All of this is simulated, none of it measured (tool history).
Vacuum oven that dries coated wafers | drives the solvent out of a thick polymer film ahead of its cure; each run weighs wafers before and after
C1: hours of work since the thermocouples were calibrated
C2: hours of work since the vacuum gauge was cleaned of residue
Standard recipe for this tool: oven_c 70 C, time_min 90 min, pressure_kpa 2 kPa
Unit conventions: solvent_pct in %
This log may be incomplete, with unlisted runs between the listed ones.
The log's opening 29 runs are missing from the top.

run 30 hour=595.7 | oven_c=61 time_min=71 pressure_kpa=1.24 | C1=877 C2=750 | solvent_pct=4.84
run 31 hour=608.7 | oven_c=70 time_min=90 pressure_kpa=5.1 | C1=884 C2=757 | solvent_pct=3.63
run 32 hour=620.7 | oven_c=55 time_min=147 pressure_kpa=2.2 | C1=891 C2=763 | solvent_pct=4.07
run 33 hour=649.7 | oven_c=64 time_min=51 pressure_kpa=1.17 | C1=907 C2=779 | solvent_pct=5.51
run 34 hour=676.7 | oven_c=67 time_min=51 pressure_kpa=7.89 | C1=922 C2=794 | solvent_pct=8.03
run 35 hour=693.7 | oven_c=61 time_min=157 pressure_kpa=1.56 | C1=931 C2=803 | solvent_pct=1.93
run 36 hour=715.2 | oven_c=63 time_min=78 pressure_kpa=1.37 | C1=943 C2=815 | solvent_pct=3.59
run 37 hour=733.3 | oven_c=59 time_min=48 pressure_kpa=2.92 | C1=953 C2=825 | solvent_pct=9.06
run 38 hour=755.3 | oven_c=70 time_min=90 pressure_kpa=2.53 | C1=965 C2=837 | solvent_pct=2.14
run 39 hour=771 | oven_c=72 time_min=60 pressure_kpa=2.32 | C1=973 C2=846 | solvent_pct=2.82
run 40 hour=788.8 | oven_c=70 time_min=66 pressure_kpa=2.13 | C1=983 C2=856 | solvent_pct=2.81
run 41 hour=812.3 | oven_c=60 time_min=82 pressure_kpa=2.13 | C1=996 C2=869 | solvent_pct=4.93
run 42 hour=828.1 | oven_c=61 time_min=67 pressure_kpa=4.85 | C1=1005 C2=877 | solvent_pct=7.53
run 43 hour=847.8 | oven_c=61 time_min=67 pressure_kpa=4.85 | C1=1016 C2=888 | solvent_pct=7.59
run 44 hour=871.1 | oven_c=61 time_min=67 pressure_kpa=4.85 | C1=1028 C2=901 | solvent_pct=7.48
run 45 hour=895.8 | oven_c=62 time_min=132 pressure_kpa=1.33 | C1=1042 C2=914 | solvent_pct=2.03
run 46 hour=915.7 | oven_c=62 time_min=132 pressure_kpa=1.33 | C1=1053 C2=925 | solvent_pct=2.01
run 47 hour=942.9 | oven_c=64 time_min=59 pressure_kpa=3.36 | C1=1068 C2=940 | solvent_pct=6.08
run 48 hour=968.4 | oven_c=64 time_min=146 pressure_kpa=3.36 | C1=1082 C2=954 | solvent_pct=2.94

Here are 3 independent what-if runs from the current tool condition. What would each one return?
run A hour=983.6 | oven_c=70 time_min=128 pressure_kpa=7.39 | C1=1090 C2=963 | solvent_pct=?
run B hour=983.6 | oven_c=64 time_min=132 pressure_kpa=4.95 | C1=1090 C2=963 | solvent_pct=?
run C hour=983.6 | oven_c=74 time_min=81 pressure_kpa=1.46 | C1=1090 C2=963 | solvent_pct=?

run=A solvent_pct=4.44
run=B solvent_pct=4.25
run=C solvent_pct=1.36
Take away the tool's hidden state, keep each run's random variation, and the runs would have read:
run=A solvent_pct=4.36
run=B solvent_pct=4.14
run=C solvent_pct=1.26

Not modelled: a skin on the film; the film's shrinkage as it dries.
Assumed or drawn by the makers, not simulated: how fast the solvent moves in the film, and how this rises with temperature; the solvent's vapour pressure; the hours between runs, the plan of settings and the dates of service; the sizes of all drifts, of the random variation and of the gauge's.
